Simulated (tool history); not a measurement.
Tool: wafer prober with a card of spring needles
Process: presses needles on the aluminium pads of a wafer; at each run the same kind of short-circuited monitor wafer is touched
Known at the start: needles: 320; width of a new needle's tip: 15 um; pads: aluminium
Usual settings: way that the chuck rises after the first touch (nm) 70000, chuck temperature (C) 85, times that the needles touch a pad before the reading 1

run,hour,way that the chuck rises after the first touch (nm),chuck temperature (C),times that the needles touch a pad before the reading,resistance of one needle with its contact and lead (mohm),way that a needle slides on the pad (nm)
1,0.0,70000,85,1,182,11480
# hour 10.6: tips cleaned on abrasive film
# hour 10.9: height of the first contact set anew
# hour 25.1: tips cleaned on abrasive film
# hour 39.6: tips cleaned on abrasive film
2,39.6,70000,85,1,183,11530
# hour 57.3: tips cleaned on abrasive film
# hour 74.9: tips cleaned on abrasive film
3,80.5,68000,85,1,184,11160
# hour 91.2: tips cleaned on abrasive film
# hour 105.3: tips cleaned on abrasive film
# hour 119.4: tips cleaned on abrasive film
4,124.6,70000,85,1,182,11520
# hour 135.3: tips cleaned on abrasive film
# hour 149.4: tips cleaned on abrasive film
# hour 167.0: tips cleaned on abrasive film
# hour 181.2: tips cleaned on abrasive film
# hour 198.8: tips cleaned on abrasive film
5,203.5,70000,26,1,172,11560
# hour 214.1: tips cleaned on abrasive film
# hour 231.8: tips cleaned on abrasive film
# hour 245.9: tips cleaned on abrasive film
# hour 263.5: tips cleaned on abrasive film
# hour 267.3: height of the first contact set anew
# hour 278.0: tips cleaned on abrasive film
6,278.3,70000,26,1,171,11520
# hour 292.4: tips cleaned on abrasive film
# hour 310.1: tips cleaned on abrasive film
# hour 327.7: tips cleaned on abrasive film
# hour 345.4: tips cleaned on abrasive film
7,356.0,70000,26,1,171,11530
# hour 359.6: tips cleaned on abrasive film
# hour 373.7: tips cleaned on abrasive film
# hour 387.9: tips cleaned on abrasive film
# hour 404.9: tips cleaned on abrasive film
8,404.9,70000,60,1,175,11500
# hour 422.5: tips cleaned on abrasive film
# hour 440.1: tips cleaned on abrasive film
# hour 454.3: tips cleaned on abrasive film
9,462.5,70000,60,1,177,11530
# hour 469.6: tips cleaned on abrasive film
# hour 487.3: tips cleaned on abrasive film
# hour 501.4: tips cleaned on abrasive film
10,505.4,70000,60,1,178,11560
# hour 516.0: tips cleaned on abrasive film
# hour 523.3: height of the first contact set anew
# hour 530.4: tips cleaned on abrasive film
11,542.5,70000,60,1,177,11530
# hour 546.1: tips cleaned on abrasive film
# hour 560.2: tips cleaned on abrasive film
# hour 577.8: tips cleaned on abrasive film
12,585.8,70000,60,1,179,11550
# hour 592.9: tips cleaned on abrasive film
# hour 607.1: tips cleaned on abrasive film
# hour 624.7: tips cleaned on abrasive film
# hour 642.3: tips cleaned on abrasive film
# hour 660.0: tips cleaned on abrasive film
13,661.5,57000,40,2,180,9380
# hour 675.6: tips cleaned on abrasive film
# hour 693.3: tips cleaned on abrasive film
# hour 710.9: tips cleaned on abrasive film
# hour 725.0: tips cleaned on abrasive film
# hour 742.7: tips cleaned on abrasive film
14,751.3,57000,40,2,173,9400
# hour 758.4: tips cleaned on abrasive film
# hour 772.5: tips cleaned on abrasive film
# hour 779.9: height of the first contact set anew
# hour 790.5: tips cleaned on abrasive film
# hour 808.1: tips cleaned on abrasive film
# hour 822.2: tips cleaned on abrasive film
15,831.3,81000,30,1,174,13400
# hour 838.4: tips cleaned on abrasive film
# hour 852.6: tips cleaned on abrasive film
# hour 870.2: tips cleaned on abrasive film
# hour 887.8: tips cleaned on abrasive film
# hour 905.5: tips cleaned on abrasive film
16,910.0,81000,30,1,170,13360
# hour 920.6: tips cleaned on abrasive film
# hour 934.7: tips cleaned on abrasive film
# hour 952.4: tips cleaned on abrasive film
17,956.9,81000,30,1,171,13390
# hour 967.5: tips cleaned on abrasive film
# hour 981.6: tips cleaned on abrasive film
# hour 995.7: tips cleaned on abrasive film
# hour 1010.5: tips cleaned on abrasive film
18,1010.5,73000,30,1,169,12060
# hour 1024.6: tips cleaned on abrasive film
# hour 1035.4: height of the first contact set anew
# hour 1039.0: tips cleaned on abrasive film
# hour 1056.7: tips cleaned on abrasive film
# hour 1074.3: tips cleaned on abrasive film
# hour 1088.4: tips cleaned on abrasive film
19,1091.7,64000,39,1,175,10580
# hour 1105.8: tips cleaned on abrasive film
# hour 1119.9: tips cleaned on abrasive film
# hour 1137.6: tips cleaned on abrasive film
# hour 1155.2: tips cleaned on abrasive film
20,1164.5,85000,85,2,180,14070
# hour 1171.6: tips cleaned on abrasive film
# hour 1189.2: tips cleaned on abrasive film
# hour 1206.8: tips cleaned on abrasive film
# hour 1224.5: tips cleaned on abrasive film
21,1231.8,58000,39,2,173,9570
# hour 1239.0: tips cleaned on abrasive film
# hour 1253.1: tips cleaned on abrasive film
# hour 1270.7: tips cleaned on abrasive film
22,1281.7,58000,39,2,176,9590

5 ways to go on from here, each from the tool as it stands after run 22. What would each give?
# hour 1285.3: tips cleaned on abrasive film
# hour 1292.6: height of the first contact set anew
# hour 1303.2: tips cleaned on abrasive film
# hour 1320.9: tips cleaned on abrasive film
# hour 1335.0: tips cleaned on abrasive film
# hour 1352.6: tips cleaned on abrasive film
A,1353.8,67000,85,1,?,?
# hour 1285.3: tips cleaned on abrasive film
# hour 1292.6: height of the first contact set anew
# hour 1303.2: tips cleaned on abrasive film
# hour 1320.9: tips cleaned on abrasive film
# hour 1335.0: tips cleaned on abrasive film
# hour 1352.6: tips cleaned on abrasive film
B,1353.8,61000,67,2,?,?
# hour 1285.3: tips cleaned on abrasive film
# hour 1292.6: height of the first contact set anew
# hour 1303.2: tips cleaned on abrasive film
# hour 1320.9: tips cleaned on abrasive film
# hour 1335.0: tips cleaned on abrasive film
# hour 1352.6: tips cleaned on abrasive film
C,1353.8,82000,106,3,?,?
# hour 1285.3: tips cleaned on abrasive film
# hour 1292.6: height of the first contact set anew
# hour 1303.2: tips cleaned on abrasive film
# hour 1320.9: tips cleaned on abrasive film
# hour 1335.0: tips cleaned on abrasive film
# hour 1352.6: tips cleaned on abrasive film
D,1353.8,71000,55,2,?,?
# hour 1285.3: tips cleaned on abrasive film
# hour 1292.6: height of the first contact set anew
# hour 1303.2: tips cleaned on abrasive film
# hour 1320.9: tips cleaned on abrasive film
# hour 1335.0: tips cleaned on abrasive film
# hour 1352.6: tips cleaned on abrasive film
E,1353.8,88000,60,3,?,?

run,resistance of one needle with its contact and lead (mohm),way that a needle slides on the pad (nm)
A,185,11080
B,181,10100
C,183,13570
D,174,11750
E,175,14560
Without the tool's hidden state the same runs would have given:
run,resistance of one needle with its contact and lead (mohm),way that a needle slides on the pad (nm)
A,185,11010
B,181,10030
C,183,13480
D,174,11680
E,175,14470
